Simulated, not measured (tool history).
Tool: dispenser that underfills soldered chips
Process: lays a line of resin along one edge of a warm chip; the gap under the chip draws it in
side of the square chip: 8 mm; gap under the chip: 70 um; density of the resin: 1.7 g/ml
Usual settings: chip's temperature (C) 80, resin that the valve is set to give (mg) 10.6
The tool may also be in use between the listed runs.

run   hour  chip's temperature (C)  resin that the valve is set to give (mg)  time until the resin shows at the far edge (s)  resin that the valve gave (mg)
  1    0.0                      80                                      10.6                                            41.7                           10.01
       0.6  -- new syringe of resin
  2    3.8                      80                                      10.6                                            27.7                            9.85
  3    6.4                      80                                      10.6                                            30.5                            9.89
  4    9.8                      80                                      10.6                                            35.8                            9.85
  5   13.7                      80                                      10.6                                            41.6                            9.84
      14.3  -- new syringe of resin
  6   17.7                      80                                      10.6                                            28.2                            9.89
  7   20.4                      80                                      10.6                                            31.7                            9.92
  8   24.7                      80                                      10.6                                            38.4                            9.78
      28.2  -- new syringe of resin
  9   28.7                      80                                      10.6                                            26.1                            9.76
 10   32.1                      77                                      10.6                                            32.9                            9.82
 11   36.6                      80                                      10.6                                            35.3                            9.69
 12   41.2                      80                                      10.6                                            43.5                            9.73
      41.8  -- new syringe of resin
 13   45.1                      80                                      10.6                                            29.4                            9.75
 14   47.3                      80                                      10.6                                            31.1                            9.61
 15   51.6                      80                                      10.6                                            38.1                            9.55
      55.6  -- new syringe of resin
 16   56.1                      80                                      10.6                                            25.8                            9.74
 17   60.6                      71                                       9.7                                            43.4                            8.75
 18   65.0                      84                                       9.8                                            34.8                            8.86
 19   67.6                      83                                      10.7                                            37.7                            9.54
      69.5  -- new syringe of resin
 20   70.6                      78                                      12.9                                            28.0                           11.79
 21   72.9                      75                                      10.5                                            34.7                            9.48
 22   76.9                      75                                      10.5                                            41.2                            9.41
 23   78.9                      75                                      10.5                                            44.6                            9.40
      83.1  -- new syringe of resin
 24   83.1                      71                                      13.2                                            33.1                           11.82
 25   86.6                      71                                      13.2                                            38.4                           11.82
 26   90.9                      71                                      13.2                                            46.1                           11.71
      95.4  -- dispensing valve cleaned and set on the balance
 27   95.7                      85                                       9.3                                            35.5                            9.41
      97.8  -- new syringe of resin
 28   99.0                      86                                      12.0                                            21.2                           11.90
 29  103.6                      88                                      12.0                                            24.1                           11.93

Forecast run 30:
 30  107.4                      88                                      12.0                                               ?                               ?

Run 30 gave time until the resin shows at the far edge (s) 28.4, resin that the valve gave (mg) 11.90.
Without the tool's hidden state the same run would have given time until the resin shows at the far edge (s) 18.7, resin that the valve gave (mg) 11.98.
